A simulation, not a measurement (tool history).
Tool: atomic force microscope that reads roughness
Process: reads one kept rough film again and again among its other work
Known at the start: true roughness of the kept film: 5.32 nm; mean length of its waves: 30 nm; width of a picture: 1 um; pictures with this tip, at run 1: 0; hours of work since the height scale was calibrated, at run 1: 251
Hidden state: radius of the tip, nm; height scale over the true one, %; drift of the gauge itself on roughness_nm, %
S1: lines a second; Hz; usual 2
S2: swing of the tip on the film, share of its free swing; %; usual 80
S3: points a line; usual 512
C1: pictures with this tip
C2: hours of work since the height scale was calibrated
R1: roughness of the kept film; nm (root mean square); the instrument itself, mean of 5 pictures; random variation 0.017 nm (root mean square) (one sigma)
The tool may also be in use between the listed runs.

run     day    S1  S2   S3  C1   C2     R1
  1       0     2  80  512   0  251  4.035
  2   0.421     2  80  512   9  257  3.895
  3   1.117     2  80  512  24  267  3.728
  4   1.808  0.92  80  512  39  277  3.855
  5   2.312     2  80  512  50  284  3.395
  6   2.775     2  80  512  60  290  3.277
  7   3.312     2  80  512  71  298  3.179
      3.783  -- new tip fitted
  8   3.821     2  80  512   1  305  4.037
  9    4.65     2  80  512  18  316  3.783
 10    5.15     2  80  512  29  323  3.643
 11   5.583     2  80  512  38  330   3.52
 12   6.017     2  80  512  48  336  3.406
 13   6.388  1.16  80  512  56  341  3.517
 14   7.083  1.16  80  512  71  351  3.357
        7.6  -- new tip fitted
 15   7.604  1.16  80  512   0  358  4.312
 16     8.4  1.16  80  269  18  369  3.965
 17   8.912  1.16  80  269  29  376  3.826
 18   9.429     2  60  512  40  383  3.879
 19  10.038     2  60  512  53  392  3.718
 20  10.654     2  73  512  66  400  3.375
 21  11.029     2  80  512  74  406  3.127
     11.392  -- new tip fitted
 22    11.5     2  80  512   3  412  3.976
 23  11.862     2  80  512  10  417  3.853
 24  12.404     2  80  512  22  425  3.684
 25  13.096     2  80  308  37  434  3.475
 26  13.496     2  80  308  46  440  3.384
 27  14.125     2  85  404  59  449  3.107
 28  14.571     2  85  404  69  455  3.013
      15.15  -- new tip fitted
 29  15.196     2  85  404   1  464  3.856
 30  15.754     2  62  512  13  471  4.225
 31  16.312     2  62  512  25  479  4.009
 32  16.996   1.3  78  512  39  489  3.698
 33  17.708  0.74  80  613  55  499  3.636
 34    18.5   0.9  56  549  72  510  3.601
     18.942  -- new tip fitted
 35  19.312   0.9  56  549   8  521  4.545
 36  19.783  1.18  79  735  18  528   4.06
 37  20.225  1.18  74  384  27  534  3.987
 38  20.696  0.59  61  682  37  541  4.091
 39  21.462  0.59  86  682  54  551  3.674
 40  21.875  1.01  86  682  63  557  3.403
 41  22.654  2.44  86  965  79  568  2.797
     22.796  -- new tip fitted
 42  23.483  2.44  75  322  15  579  3.828
 43  23.829  2.77  88  322  22  584  3.197
 44  24.196  0.88  88  322  30  589  3.795
 45   24.85  0.64  76  372  44  599  3.896
 46  25.504   0.6  59  512  58  608  3.826
 47  25.883  1.81  80  514  66  613  3.275
     26.592  -- new tip fitted
 48  26.725  0.56  69  726   3  625  4.592
 49  27.296  0.61  77  625  15  633  4.262
 50  27.875  0.79  77  457  28  641  4.015
 51  28.696  1.75  58  424  45  652  3.879
 52  29.154  1.75  58  424  55  659  3.731

The same runs without the tool's hidden state, with the same run-to-run variation:
run     R1
  1  4.021
  2  4.016
  3  4.057
  4  4.428
  5  4.045
  6  4.018
  7   4.04
  8  4.033
  9  4.036
 10  4.043
 11   4.04
 12  4.053
 13  4.301
 14  4.307
 15  4.311
 16  4.236
 17  4.256
 18  4.479
 19  4.487
 20  4.248
 21  4.034
 22  4.021
 23  4.005
 24  4.022
 25  4.008
 26  4.026
 27  3.877
 28  3.872
 29  3.879
 30  4.462
 31  4.439
 32  4.288
 33   4.48
 34   4.66
 35  4.686
 36  4.331
 37  4.405
 38  4.683
 39  4.452
 40  4.251
 41  3.685
 42   4.04
 43  3.455
 44  4.214
 45  4.517
 46   4.66
 47  4.095
 48  4.635
 49  4.524
 50  4.471
 51  4.555
 52  4.531
